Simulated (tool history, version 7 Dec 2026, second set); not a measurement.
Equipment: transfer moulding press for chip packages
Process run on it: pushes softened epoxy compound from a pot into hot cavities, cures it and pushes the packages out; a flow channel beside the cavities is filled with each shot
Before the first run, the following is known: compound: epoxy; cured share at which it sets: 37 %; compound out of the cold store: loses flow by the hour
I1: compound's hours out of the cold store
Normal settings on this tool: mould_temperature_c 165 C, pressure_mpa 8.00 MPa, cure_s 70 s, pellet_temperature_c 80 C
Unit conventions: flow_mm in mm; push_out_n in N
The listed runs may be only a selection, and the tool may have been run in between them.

Run 1, day 0.000: usual settings; I1 33.4. Result: flow_mm 638 mm, push_out_n 1226 N.
At day 0.754: cavities cleaned with cleaning compound and waxed.
Run 2, day 1.088: usual settings; I1 18.1. Result: flow_mm 697 mm, push_out_n 939 N.
Run 3, day 2.850: usual settings; I1 19.2. Result: flow_mm 673 mm, push_out_n 1334 N.
At day 3.612: cavities cleaned with cleaning compound and waxed.
Run 4, day 3.904: usual settings but cure_s 54 s; I1 23.2. Result: flow_mm 665 mm, push_out_n 1786 N.
Run 5, day 4.858: usual settings but pressure_mpa 8.43 MPa; I1 18.0. Result: flow_mm 688 mm, push_out_n 1297 N.
At day 6.467: cavities cleaned with cleaning compound and waxed.
Run 6, day 6.796: usual settings but pressure_mpa 8.43 MPa; I1 14.2. Result: flow_mm 682 mm, push_out_n 933 N.
Run 7, day 8.621: usual settings but mould_temperature_c 166 C, pressure_mpa 8.43 MPa; I1 35.3. Result: flow_mm 612 mm, push_out_n 1212 N.
At day 9.383: cavities cleaned with cleaning compound and waxed.
Run 8, day 9.904: usual settings but mould_temperature_c 166 C, pressure_mpa 8.43 MPa; I1 31.2. Result: flow_mm 618 mm, push_out_n 899 N.
Run 9, day 10.867: usual settings but mould_temperature_c 166 C, pressure_mpa 8.43 MPa; I1 28.4. Result: flow_mm 616 mm, push_out_n 1195 N.
At day 12.021: mould's thermocouples calibrated.
At day 12.300: cavities cleaned with cleaning compound and waxed.
Run 10, day 12.988: usual settings; I1 32.9. Result: flow_mm 582 mm, push_out_n 986 N.
At day 14.138: plunger's sealing rings changed.
Run 11, day 14.771: usual settings but pressure_mpa 8.33 MPa; I1 29.3. Result: flow_mm 669 mm, push_out_n 1361 N.
At day 15.225: cavities cleaned with cleaning compound and waxed.
Run 12, day 16.254: usual settings but pressure_mpa 8.33 MPa; I1 41.8. Result: flow_mm 626 mm, push_out_n 1130 N.
At day 18.050: cavities cleaned with cleaning compound and waxed.
Run 13, day 18.079: usual settings but mould_temperature_c 173 C; I1 31.4. Result: flow_mm 621 mm, push_out_n 466 N.
Run 14, day 18.929: usual settings but mould_temperature_c 170 C; I1 39.6. Result: flow_mm 602 mm, push_out_n 837 N.
Run 15, day 19.796: usual settings but mould_temperature_c 163 C, cure_s 75 s; I1 22.9. Result: flow_mm 665 mm, push_out_n 1266 N.
At day 20.967: cavities cleaned with cleaning compound and waxed.
Run 16, day 21.075: usual settings but mould_temperature_c 163 C, cure_s 50 s; I1 41.0. Result: flow_mm 600 mm, push_out_n 1735 N.
Run 17, day 22.604: usual settings but mould_temperature_c 161 C, cure_s 50 s, pellet_temperature_c 83 C; I1 17.0. Result: flow_mm 669 mm, push_out_n 3314 N.
At day 23.829: cavities cleaned with cleaning compound and waxed.
Run 18, day 23.958: usual settings but mould_temperature_c 172 C, cure_s 50 s, pellet_temperature_c 73 C; I1 15.8. Result: flow_mm 636 mm, push_out_n 1463 N.
Run 19, day 25.708: usual settings but mould_temperature_c 172 C, cure_s 50 s, pellet_temperature_c 73 C; I1 40.5. Result: flow_mm 562 mm, push_out_n 2086 N.
At day 26.704: cavities cleaned with cleaning compound and waxed.
Run 20, day 27.675: usual settings but mould_temperature_c 172 C, cure_s 50 s, pellet_temperature_c 73 C; I1 38.5. Result: flow_mm 556 mm, push_out_n 1909 N.
Run 21, day 28.821: usual settings but mould_temperature_c 170 C, cure_s 109 s, pellet_temperature_c 88 C; I1 18.6. Result: flow_mm 611 mm, push_out_n 754 N.
At day 29.625: plunger's sealing rings changed.
At day 29.688: cavities cleaned with cleaning compound and waxed.
Run 22, day 29.954: usual settings but mould_temperature_c 164 C, pressure_mpa 8.28 MPa, cure_s 88 s, pellet_temperature_c 84 C; I1 25.7. Result: flow_mm 687 mm, push_out_n 554 N.
Run 23, day 31.821: usual settings but mould_temperature_c 164 C, pressure_mpa 8.28 MPa, cure_s 63 s, pellet_temperature_c 78 C; I1 16.8. Result: flow_mm 705 mm, push_out_n 1929 N.
At day 32.512: cavities cleaned with cleaning compound and waxed.
Run 24, day 33.071: usual settings but mould_temperature_c 164 C, pressure_mpa 8.28 MPa, cure_s 63 s, pellet_temperature_c 78 C; I1 28.0. Result: flow_mm 667 mm, push_out_n 1392 N.
At day 34.792: mould's thermocouples calibrated.
Run 25, day 35.092: usual settings but cure_s 73 s, pellet_temperature_c 75 C; I1 9.4. Result: flow_mm 703 mm, push_out_n 1369 N.
At day 35.458: cavities cleaned with cleaning compound and waxed.
Run 26, day 36.058: usual settings but cure_s 87 s, pellet_temperature_c 75 C; I1 18.5. Result: flow_mm 671 mm, push_out_n 676 N.
Run 27, day 37.038: usual settings but cure_s 87 s, pellet_temperature_c 81 C; I1 14.2. Result: flow_mm 683 mm, push_out_n 887 N.

Branching from run 27: 4 alternative next runs. What would each branch give?
Run A, day 37.921: usual settings but pressure_mpa 9.89 MPa, cure_s 87 s, pellet_temperature_c 81 C; I1 39.7. Result: flow_mm ?, push_out_n ?.
Run B, day 37.921: usual settings but mould_temperature_c 170 C, pellet_temperature_c 74 C; I1 40.4. Result: flow_mm ?, push_out_n ?.
Run C, day 37.921: usual settings but mould_temperature_c 158 C, pressure_mpa 6.21 MPa, cure_s 51 s, pellet_temperature_c 81 C; I1 32.5. Result: flow_mm ?, push_out_n ?.
Run D, day 37.921: usual settings but mould_temperature_c 168 C, cure_s 82 s, pellet_temperature_c 82 C; I1 33.4. Result: flow_mm ?, push_out_n ?.

run  flow_mm  push_out_n
  A      663         906
  B      588        1016
  C      556        3634
  D      605         866
With no hidden state in the tool, these same runs would have given:
run  flow_mm  push_out_n
  A      707         451
  B      627         504
  C      593        1809
  D      645         425
